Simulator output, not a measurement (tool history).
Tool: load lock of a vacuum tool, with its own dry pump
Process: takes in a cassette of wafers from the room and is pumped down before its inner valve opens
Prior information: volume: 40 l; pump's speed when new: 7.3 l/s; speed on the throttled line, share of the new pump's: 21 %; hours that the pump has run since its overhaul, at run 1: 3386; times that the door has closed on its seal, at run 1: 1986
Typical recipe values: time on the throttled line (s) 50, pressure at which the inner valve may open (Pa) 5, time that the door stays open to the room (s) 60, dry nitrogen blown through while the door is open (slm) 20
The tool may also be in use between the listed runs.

run	hour	time on the throttled line (s)	pressure at which the inner valve may open (Pa)	time that the door stays open to the room (s)	dry nitrogen blown through while the door is open (slm)	hours that the pump has run since its overhaul	times that the door has closed on its seal	incoming humidity of the room's air, %	time from the closed door until the inner valve may open (s)	rise of the pressure with all valves shut (Pa/min)
1	0	50	5	60	20	3386	1986	45.3	95.8	0.018
2	94.2	50	5	60	20	3480	2295	42.5	95.4	0.022
3	241.8	50	5	60	14	3627	2778	45.6	96.3	0.026
4	425.1	50	5	25	20	3811	3378	42.8	96.3	0.022
5	515.9	60	5	25	20	3901	3675	44.2	104	0.016
6	693.1	60	5	25	20	4079	4255	41.6	104	0.024
7	811.4	60	5	25	20	4197	4643	43.4	104.3	0.024
8	1004.1	60	5	25	20	4390	5274	42.9	104	0.027
9	1206.3	60	5	25	20	4592	5936	42.4	104	0.033
10	1419.1	60	5	25	20	4805	6632	45.3	104.8	0.031
11	1583.3	50	5	60	40	4969	7170	45.8	96.8	0.032
12	1743.3	50	5	198	20	5129	7694	43.2	96.4	0.048
13	1934.9	50	5	198	20	5320	8321	49	97.1	0.049
14	2056.7	100	5	60	20	5442	8720	47.4	134.9	0.044
15	2172.8	50	5	185	20	5558	9100	45.6	96.4	0.058
16	2319.7	50	5	185	20	5705	9581	49	96.6	0.061
17	2477.2	58	5	185	20	5863	10097	43	103.1	0.067
18	2635.3	58	5	185	20	6021	10614	47.5	102.2	0.064
19	2781.5	58	5	185	20	6167	11093	47.4	103.2	0.067
20	2929.8	45	5	123	16	6315	11579	42.7	92.6	0.069
21	3034.8	78	5	119	8	6420	11923	43.7	118.5	0.077
22	3202.4	50	5	237	20	6588	12471	43.6	96.6	0.075
23	3340	47	5	27	20	6726	12922	43.8	94.9	0.067
24	3491.8	47	5	27	20	6877	13419	44.2	95.3	0.067
25	3674.5	47	5	27	20	7060	14017	40	94.2	0.067
26	3765.1	47	5	27	20	7151	14314	44.6	94.9	0.075
27	3880.4	50	8	93	20	7266	14691	44.1	93.7	0.084
28	4097.4	50	8	93	20	7483	15402	46.2	94.9	0.087
29	4274.5	50	5	93	20	7660	15981	43.7	97.6	0.097
30	4481.4	50	5	93	20	7867	16659	50.1	97.9	0.098
31	4652.1	50	5	192	4	8038	17218	46.9	97	0.13
32	4860.3	30	5	60	13	8246	17900	45.6	82.8	0.111
33	5033.4	43	5	60	13	8419	18466	45.3	92.6	0.116
34	5208.6	43	10	37	9	8594	19040	44.4	88	0.115
35	5409.9	30	4	96	10	8795	19699	46.6	83.6	0.127
36	5555.6	30	4	96	10	8941	20176	44.2	83.6	0.132
37	5769.9	94	5	60	16	9155	20878	47	131.5	0.134
38	5897.1	53	5	35	37	9283	21294	46.4	100.8	0.13

Each row is a separate what-if for the run after 38, all from the same tool condition, not one after another. Results?
A	6078.1	54	5	82	26	9464	21887	44.9	?	?
B	6078.1	50	5	131	12	9464	21887	46.2	?	?
C	6078.1	89	5	60	16	9464	21887	45.2	?	?

run	time from the closed door until the inner valve may open (s)	rise of the pressure with all valves shut (Pa/min)
A	100.7	0.138
B	98.9	0.15
C	127.7	0.142
Without the tool's unlogged condition, the same runs would have read:
run	time from the closed door until the inner valve may open (s)	rise of the pressure with all valves shut (Pa/min)
A	97	0.016
B	95	0.029
C	124.5	0.019
